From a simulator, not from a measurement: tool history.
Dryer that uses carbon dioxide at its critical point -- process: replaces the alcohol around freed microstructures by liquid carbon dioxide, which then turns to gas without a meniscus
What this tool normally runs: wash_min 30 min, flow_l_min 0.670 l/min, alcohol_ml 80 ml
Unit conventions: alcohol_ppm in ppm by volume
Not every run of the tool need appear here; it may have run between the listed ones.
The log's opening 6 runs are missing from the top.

run	hour	wash_min	flow_l_min	alcohol_ml	alcohol_ppm
7	134.6	42	0.670	80	190
8	152.7	42	0.670	80	189
9	184.3	30	0.670	80	343
10	202.8	30	0.670	80	349
11	215.6	30	0.670	22	230
12	244.8	30	0.670	22	228
13	271.4	30	0.670	80	352
14	295.9	30	0.670	80	371
15	321.4	30	0.670	80	361
16	349.1	30	0.670	80	376
17	366.4	30	0.670	80	386
18	386.4	34	0.670	80	287
19	412.0	34	0.670	80	289
20	436.5	30	0.670	60	358
21	460.3	30	0.956	80	220
22	482.1	30	0.956	80	232
23	510.3	30	0.776	80	294
24	541.6	30	1.063	20	224
25	572.5	26	0.670	28	350
# hour 595.2: inlet filter changed
26	595.2	26	0.405	33	874
27	610.5	26	0.563	99	931
28	630.5	26	0.563	99	936
29	658.2	38	0.670	115	290
30	673.5	48	0.416	29	290
31	702.1	48	0.509	29	258

Expected results for the next run?
32	715.7	24	0.509	95	?

alcohol_ppm: 1451 ppm by volume
Were there no unlogged condition in the tool, this run, its random variation unchanged, would have produced alcohol_ppm 1190 ppm by volume.

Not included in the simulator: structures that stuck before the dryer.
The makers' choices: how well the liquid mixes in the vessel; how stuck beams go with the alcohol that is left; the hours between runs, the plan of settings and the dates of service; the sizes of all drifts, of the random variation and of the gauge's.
